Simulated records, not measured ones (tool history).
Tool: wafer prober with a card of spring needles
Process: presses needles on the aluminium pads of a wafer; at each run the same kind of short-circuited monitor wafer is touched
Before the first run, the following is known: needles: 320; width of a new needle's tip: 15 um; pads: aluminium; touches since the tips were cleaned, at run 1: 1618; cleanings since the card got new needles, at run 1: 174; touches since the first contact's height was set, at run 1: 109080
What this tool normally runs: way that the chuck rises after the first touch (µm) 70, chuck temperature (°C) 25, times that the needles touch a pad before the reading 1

run   hour  way that the chuck rises after the first touch (µm)  chuck temperature (°C)  times that the needles touch a pad before the reading  touches since the tips were cleaned  cleanings since the card got new needles  touches since the first contact's height was set  resistance of one needle with its contact and lead (mohm)  way that a needle slides on the pad (µm)
  1    0.0                                                   70                      25                                                      1                                 1618                                       174                                            109080                                                        186                                     12.08
       1.2  -- tips cleaned on abrasive film
       6.5  -- tips cleaned on abrasive film
      11.9  -- tips cleaned on abrasive film
      17.2  -- tips cleaned on abrasive film
      22.6  -- tips cleaned on abrasive film
      27.0  -- tips cleaned on abrasive film
  2   27.0                                                   70                      40                                                      1                                    0                                       180                                            121540                                                        191                                     12.14
      32.3  -- tips cleaned on abrasive film
      37.7  -- tips cleaned on abrasive film
      43.0  -- tips cleaned on abrasive film
      48.4  -- tips cleaned on abrasive film
      53.8  -- tips cleaned on abrasive film
  3   54.9                                                   70                      40                                                      1                                  521                                       185                                            134499                                                        189                                     12.13
      58.1  -- tips cleaned on abrasive film
      63.5  -- tips cleaned on abrasive film
      68.9  -- tips cleaned on abrasive film
  4   72.4                                                   70                      40                                                      1                                 1659                                       188                                            142629                                                        192                                     12.24
      73.5  -- tips cleaned on abrasive film
      77.8  -- tips cleaned on abrasive film
      83.2  -- tips cleaned on abrasive film
      88.6  -- tips cleaned on abrasive film
      93.9  -- tips cleaned on abrasive film
      99.3  -- tips cleaned on abrasive film
  5  100.3                                                   70                      25                                                      1                                  503                                       194                                            155569                                                        191                                     12.21
     103.7  -- height of the first contact set anew
     104.9  -- tips cleaned on abrasive film
     110.2  -- tips cleaned on abrasive film
     115.6  -- tips cleaned on abrasive film
  6  117.0                                                   70                      25                                                      1                                  661                                       197                                              6133                                                        190                                     12.12
     120.3  -- tips cleaned on abrasive film
     125.6  -- tips cleaned on abrasive film
     129.9  -- tips cleaned on abrasive film
     135.3  -- tips cleaned on abrasive film
     140.7  -- tips cleaned on abrasive film
  7  142.6                                                   69                      25                                                      1                                  923                                       202                                             18001                                                        189                                     11.96
     145.9  -- tips cleaned on abrasive film
     151.2  -- tips cleaned on abrasive film
     155.5  -- tips cleaned on abrasive film
     160.9  -- tips cleaned on abrasive film
  8  161.3                                                   69                      25                                                      1                                  169                                       206                                             26627                                                        191                                     11.96
     165.6  -- tips cleaned on abrasive film
     170.9  -- tips cleaned on abrasive film
     176.3  -- tips cleaned on abrasive film
     180.6  -- tips cleaned on abrasive film
  9  180.6                                                   69                      25                                                      1                                    0                                       210                                             35592                                                        189                                     12.05
     184.9  -- tips cleaned on abrasive film
     190.3  -- tips cleaned on abrasive film
     194.6  -- tips cleaned on abrasive film
     199.3  -- tips cleaned on abrasive film
 10  199.3                                                   70                      25                                                      1                                    0                                       214                                             44238                                                        191                                     12.14
     204.7  -- tips cleaned on abrasive film
     210.0  -- tips cleaned on abrasive film
     215.4  -- tips cleaned on abrasive film
 11  216.3                                                   70                      25                                                      1                                  415                                       217                                             52116                                                        189                                     12.14
     220.6  -- tips cleaned on abrasive film
     226.0  -- tips cleaned on abrasive film
     231.3  -- tips cleaned on abrasive film
     236.7  -- tips cleaned on abrasive film
 12  240.2                                                   70                      25                                                      1                                 1672                                       221                                             63240                                                        190                                     12.14
     241.4  -- tips cleaned on abrasive film
     246.7  -- tips cleaned on abrasive film
     252.1  -- tips cleaned on abrasive film
 13  252.8                                                   70                      25                                                      1                                  327                                       224                                             69041                                                        189                                     12.07
     257.1  -- tips cleaned on abrasive film
     262.5  -- tips cleaned on abrasive film
     267.8  -- tips cleaned on abrasive film
     272.1  -- tips cleaned on abrasive film
 14  274.9                                                   70                      36                                                      1                                 1290                                       228                                             79287                                                        194                                     12.12
     277.1  -- tips cleaned on abrasive film
     282.4  -- tips cleaned on abrasive film
     286.7  -- tips cleaned on abrasive film
     292.1  -- tips cleaned on abrasive film
     296.4  -- tips cleaned on abrasive film
     301.8  -- tips cleaned on abrasive film
 15  302.4                                                   53                      41                                                      1                                  284                                       234                                             92008                                                        196                                      9.20
     306.7  -- tips cleaned on abrasive film
     312.0  -- tips cleaned on abrasive film
     317.4  -- tips cleaned on abrasive film
     322.8  -- tips cleaned on abrasive film
 16  325.2                                                   77                      25                                                      2                                 1132                                       238                                            102592                                                        190                                     13.31
     327.4  -- tips cleaned on abrasive film
     331.7  -- tips cleaned on abrasive film
     337.0  -- tips cleaned on abrasive film
 17  337.8                                                   77                      25                                                      2                                  378                                       241                                            108444                                                        188                                     13.38
     342.1  -- tips cleaned on abrasive film
     347.5  -- tips cleaned on abrasive film
     351.8  -- tips cleaned on abrasive film
     357.2  -- tips cleaned on abrasive film
     362.5  -- tips cleaned on abrasive film
     366.9  -- tips cleaned on abrasive film
 18  367.0                                                   71                      64                                                      3                                   47                                       247                                            121924                                                        198                                     12.35
     371.3  -- tips cleaned on abrasive film
     375.6  -- tips cleaned on abrasive film
     380.9  -- tips cleaned on abrasive film
     386.3  -- tips cleaned on abrasive film
 19  388.3                                                   66                      25                                                      2                                  940                                       251                                            131822                                                        191                                     11.34
     391.6  -- tips cleaned on abrasive film
     403.6  -- card fitted with new needles
     408.9  -- tips cleaned on abrasive film
     414.3  -- tips cleaned on abrasive film
     419.6  -- tips cleaned on abrasive film
 20  420.0                                                   66                      25                                                      2                                  161                                         3                                              7624                                                        190                                     11.47
     424.3  -- tips cleaned on abrasive film
     429.7  -- tips cleaned on abrasive film
     435.0  -- tips cleaned on abrasive film
 21  435.7                                                   84                      43                                                      3                                  321                                         6                                             14912                                                        190                                     14.57
     440.0  -- tips cleaned on abrasive film
     445.4  -- tips cleaned on abrasive film
     450.7  -- tips cleaned on abrasive film
 22  451.2                                                   84                      78                                                      3                                  200                                         9                                             22077                                                        198                                     14.58
     455.5  -- tips cleaned on abrasive film
     459.8  -- tips cleaned on abrasive film
     465.1  -- tips cleaned on abrasive film
     470.5  -- tips cleaned on abrasive film
 23  470.7                                                   60                      53                                                      2                                   87                                        13                                             31120                                                        197                                     10.42
     475.0  -- tips cleaned on abrasive film
     479.3  -- tips cleaned on abrasive film
     484.4  -- tips cleaned on abrasive film
 24  484.4                                                   55                      40                                                      1                                    0                                        16                                             37440                                                        196                                      9.50
     489.7  -- tips cleaned on abrasive film
     495.1  -- tips cleaned on abrasive film
 25  498.6                                                   50                      35                                                      2                                 1661                                        18                                             44075                                                        195                                      8.65
     499.7  -- tips cleaned on abrasive film
     504.0  -- tips cleaned on abrasive film
     509.4  -- tips cleaned on abrasive film
     514.8  -- tips cleaned on abrasive film
 26  517.1                                                   50                      35                                                      2                                 1110                                        22                                             52646                                                        197                                      8.68
     519.3  -- tips cleaned on abrasive film
     524.7  -- tips cleaned on abrasive film
     530.0  -- tips cleaned on abrasive film
 27  533.8                                                   58                      53                                                      1                                 1775                                        25                                             60389                                                        197                                     10.02

3 options for the next run, each taken on its own from the tool as it stands now. Forecast them:
     534.9  -- tips cleaned on abrasive film
     539.3  -- tips cleaned on abrasive film
     544.6  -- tips cleaned on abrasive film
     549.6  -- tips cleaned on abrasive film
  A  549.6                                                   70                      36                                                      2                                    0                                        29                                             67679                                                          ?                                         ?
     534.9  -- tips cleaned on abrasive film
     539.3  -- tips cleaned on abrasive film
     544.6  -- tips cleaned on abrasive film
     549.6  -- tips cleaned on abrasive film
  B  549.6                                                   80                      25                                                      1                                    0                                        29                                             67679                                                          ?                                         ?
     534.9  -- tips cleaned on abrasive film
     539.3  -- tips cleaned on abrasive film
     544.6  -- tips cleaned on abrasive film
     549.6  -- tips cleaned on abrasive film
  C  549.6                                                   60                      38                                                      3                                    0                                        29                                             67679                                                          ?                                         ?

run  resistance of one needle with its contact and lead (mohm)  way that a needle slides on the pad (µm)
  A                                                        192                                     12.21
  B                                                        188                                     13.78
  C                                                        193                                     10.44
With the hidden condition removed and each run's random variation left untouched, the same runs would have given:
run  resistance of one needle with its contact and lead (mohm)  way that a needle slides on the pad (µm)
  A                                                        192                                     12.21
  B                                                        188                                     13.78
  C                                                        193                                     10.44
